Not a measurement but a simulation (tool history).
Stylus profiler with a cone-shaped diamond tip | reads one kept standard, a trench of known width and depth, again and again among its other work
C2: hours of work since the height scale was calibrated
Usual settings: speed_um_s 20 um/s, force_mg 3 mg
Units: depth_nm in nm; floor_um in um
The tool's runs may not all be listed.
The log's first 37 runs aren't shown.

Run 38, hour 1426.1: usual settings but speed_um_s 43 um/s, force_mg 6.11 mg; scans with this tip 8099; C2 84. Result: depth_nm 101.41 nm, floor_um 98.47 um.
Run 39, hour 1478.2: usual settings but speed_um_s 28 um/s, force_mg 5.64 mg; scans with this tip 8219; C2 105. Result: depth_nm 101.34 nm, floor_um 98.51 um.
Run 40, hour 1532.6: usual settings but speed_um_s 25 um/s, force_mg 3.04 mg; scans with this tip 8344; C2 127. Result: depth_nm 100.88 nm, floor_um 98.45 um.
Run 41, hour 1585.1: usual settings but speed_um_s 72 um/s; scans with this tip 8464; C2 148. Result: depth_nm 100.88 nm, floor_um 98.19 um.
Run 42, hour 1610.3: usual settings but speed_um_s 72 um/s; scans with this tip 8522; C2 158. Result: depth_nm 100.87 nm, floor_um 98.23 um.
Run 43, hour 1653.1: usual settings but speed_um_s 26 um/s, force_mg 7.46 mg; scans with this tip 8620; C2 175. Result: depth_nm 101.62 nm, floor_um 98.59 um.
Run 44, hour 1677.9: usual settings but speed_um_s 11 um/s, force_mg 1.74 mg; scans with this tip 8677; C2 185. Result: depth_nm 100.65 nm, floor_um 98.52 um.
Run 45, hour 1716.6: usual settings but speed_um_s 75 um/s, force_mg 1.81 mg; scans with this tip 8766; C2 201. Result: depth_nm 100.67 nm, floor_um 98.13 um.
Run 46, hour 1740.3: usual settings but speed_um_s 12 um/s, force_mg 8.57 mg; scans with this tip 8820; C2 210. Result: depth_nm 101.77 nm, floor_um 98.53 um.

Forecast each of these 3 alternatives for the next run:
Run A, hour 1790.8: usual settings but speed_um_s 8 um/s, force_mg 2.77 mg; scans with this tip 8936; C2 231. Result: depth_nm ?, floor_um ?.
Run B, hour 1790.8: usual settings but speed_um_s 12 um/s, force_mg 8.14 mg; scans with this tip 8936; C2 231. Result: depth_nm ?, floor_um ?.
Run C, hour 1790.8: usual settings but speed_um_s 12 um/s, force_mg 2.17 mg; scans with this tip 8936; C2 231. Result: depth_nm ?, floor_um ?.

run  depth_nm  floor_um
  A    100.77      98.5
  B    101.68     98.53
  C    100.71     98.51
Without the tool's hidden state the same runs would have given:
run  depth_nm  floor_um
  A    100.77     98.51
  B    101.68     98.54
  C    100.71     98.52
